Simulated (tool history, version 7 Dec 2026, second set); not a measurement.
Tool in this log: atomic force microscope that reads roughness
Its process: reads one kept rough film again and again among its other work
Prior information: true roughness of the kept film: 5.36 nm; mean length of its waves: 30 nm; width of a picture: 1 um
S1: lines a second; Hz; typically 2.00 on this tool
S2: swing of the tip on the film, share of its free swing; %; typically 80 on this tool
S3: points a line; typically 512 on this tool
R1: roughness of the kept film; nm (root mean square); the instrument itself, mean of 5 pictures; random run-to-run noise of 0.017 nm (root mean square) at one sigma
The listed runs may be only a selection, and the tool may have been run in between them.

Run 1, day 0.000: usual settings. Result: R1 4.016 nm (root mean square).
Run 2, day 1.308: usual settings. Result: R1 3.946 nm (root mean square).
Run 3, day 2.612: usual settings but S2 60 %. Result: R1 4.151 nm (root mean square).
Run 4, day 3.796: usual settings. Result: R1 3.808 nm (root mean square).
Run 5, day 4.792: usual settings but S2 64 %. Result: R1 4.034 nm (root mean square).
Run 6, day 5.779: usual settings but S2 64 %. Result: R1 3.946 nm (root mean square).
Run 7, day 6.817: usual settings but S3 367. Result: R1 3.694 nm (root mean square).
Run 8, day 7.788: usual settings but S3 367. Result: R1 3.661 nm (root mean square).
Run 9, day 9.108: usual settings but S3 367. Result: R1 3.638 nm (root mean square).
At day 10.125: new tip fitted.
Run 10, day 10.767: usual settings but S3 935. Result: R1 4.103 nm (root mean square).
Run 11, day 12.562: usual settings but S3 935. Result: R1 4.002 nm (root mean square).
Run 12, day 13.317: usual settings. Result: R1 3.936 nm (root mean square).
Run 13, day 14.767: usual settings. Result: R1 3.859 nm (root mean square).
Run 14, day 16.258: usual settings. Result: R1 3.791 nm (root mean square).
Run 15, day 17.700: usual settings. Result: R1 3.747 nm (root mean square).
Run 16, day 19.033: usual settings. Result: R1 3.695 nm (root mean square).
Run 17, day 20.183: usual settings. Result: R1 3.627 nm (root mean square).
Run 18, day 21.804: usual settings. Result: R1 3.553 nm (root mean square).
At day 21.950: new tip fitted.
Run 19, day 23.321: usual settings but S2 55 %. Result: R1 4.389 nm (root mean square).
Run 20, day 24.825: usual settings but S2 55 %. Result: R1 4.285 nm (root mean square).
Run 21, day 26.379: usual settings but S2 55 %. Result: R1 4.189 nm (root mean square).
Run 22, day 27.771: usual settings but S1 1.07 Hz, S2 55 %. Result: R1 4.194 nm (root mean square).
Run 23, day 29.112: usual settings but S1 0.79 Hz, S2 55 %. Result: R1 4.120 nm (root mean square).
Run 24, day 30.754: usual settings but S1 0.79 Hz, S2 55 %. Result: R1 4.052 nm (root mean square).
Run 25, day 31.783: usual settings. Result: R1 3.659 nm (root mean square).
Run 26, day 33.392: usual settings. Result: R1 3.568 nm (root mean square).
At day 33.783: new tip fitted.
Run 27, day 34.600: usual settings but S2 55 %. Result: R1 4.425 nm (root mean square).
Run 28, day 36.362: usual settings but S2 72 %, S3 275. Result: R1 4.115 nm (root mean square).
Run 29, day 37.975: usual settings but S2 72 %, S3 275. Result: R1 3.998 nm (root mean square).
Run 30, day 38.896: usual settings but S1 0.51 Hz, S2 90 %, S3 529. Result: R1 4.092 nm (root mean square).
Run 31, day 40.254: usual settings but S1 0.65 Hz, S2 62 %. Result: R1 4.157 nm (root mean square).
Run 32, day 41.579: usual settings but S1 0.65 Hz, S2 62 %. Result: R1 4.079 nm (root mean square).
Run 33, day 42.383: usual settings but S1 2.64 Hz, S2 63 %, S3 751. Result: R1 3.880 nm (root mean square).
Run 34, day 44.175: usual settings but S1 2.64 Hz, S2 63 %, S3 751. Result: R1 3.791 nm (root mean square).
Run 35, day 45.525: usual settings but S1 2.73 Hz, S2 72 %, S3 308. Result: R1 3.567 nm (root mean square).
At day 45.662: new tip fitted.
Run 36, day 47.175: usual settings but S1 2.73 Hz, S2 72 %, S3 308. Result: R1 4.030 nm (root mean square).
Run 37, day 48.458: usual settings but S1 1.50 Hz, S2 58 %. Result: R1 4.314 nm (root mean square).
Run 38, day 50.046: usual settings but S1 1.50 Hz, S2 58 %. Result: R1 4.250 nm (root mean square).
Run 39, day 51.879: usual settings but S1 3.90 Hz, S2 62 %, S3 626. Result: R1 3.961 nm (root mean square).
Run 40, day 52.646: usual settings but S3 498. Result: R1 3.787 nm (root mean square).
Run 41, day 54.421: usual settings but S2 59 %. Result: R1 3.966 nm (root mean square).
Run 42, day 55.229: usual settings but S2 59 %. Result: R1 3.953 nm (root mean square).
Run 43, day 56.050: usual settings but S1 1.97 Hz, S3 719. Result: R1 3.665 nm (root mean square).
At day 57.554: new tip fitted.
Run 44, day 57.750: usual settings but S1 1.97 Hz, S2 75 %, S3 726. Result: R1 4.248 nm (root mean square).
Run 45, day 58.658: usual settings but S1 1.93 Hz, S2 63 %. Result: R1 4.352 nm (root mean square).
Run 46, day 59.562: usual settings but S1 0.55 Hz, S3 967. Result: R1 4.347 nm (root mean square).
Run 47, day 61.125: usual settings but S2 66 %, S3 373. Result: R1 4.163 nm (root mean square).
Run 48, day 61.958: usual settings but S1 1.53 Hz, S2 57 %, S3 955. Result: R1 4.245 nm (root mean square).
Run 49, day 63.788: usual settings but S1 1.53 Hz, S2 57 %, S3 955. Result: R1 4.164 nm (root mean square).
Run 50, day 65.608: usual settings but S1 0.79 Hz, S2 68 %, S3 378. Result: R1 4.083 nm (root mean square).
Run 51, day 67.325: usual settings but S1 2.48 Hz, S2 68 %, S3 288. Result: R1 3.770 nm (root mean square).

For some of the steps in R1 from one run to the next: how much would appear even if the tool had no hidden state, given the settings, what came in and random variation, and how much remains for the hidden state plus any gauge scatter that the measured result and the result without hidden state don't share?
Hidden conditions of the tool in this case: radius of the tip, nm; height scale over the true one, %; drift of the gauge itself on roughness_nm, %.
Run 18 -> 19: S2 80 -> 55, new tip fitted. R1 +0.836 nm (root mean square): hidden state +0.468, all else +0.368.
Run 26 -> 27: S2 80 -> 55, new tip fitted. R1 +0.857 nm (root mean square): hidden state +0.494, all else +0.363.
Run 35 -> 36: new tip fitted. R1 +0.463 nm (root mean square): hidden state +0.501, all else -0.038.
Run 43 -> 44: S2 80 -> 75, S3 719 -> 726, new tip fitted. R1 +0.583 nm (root mean square): hidden state +0.476, all else +0.107.
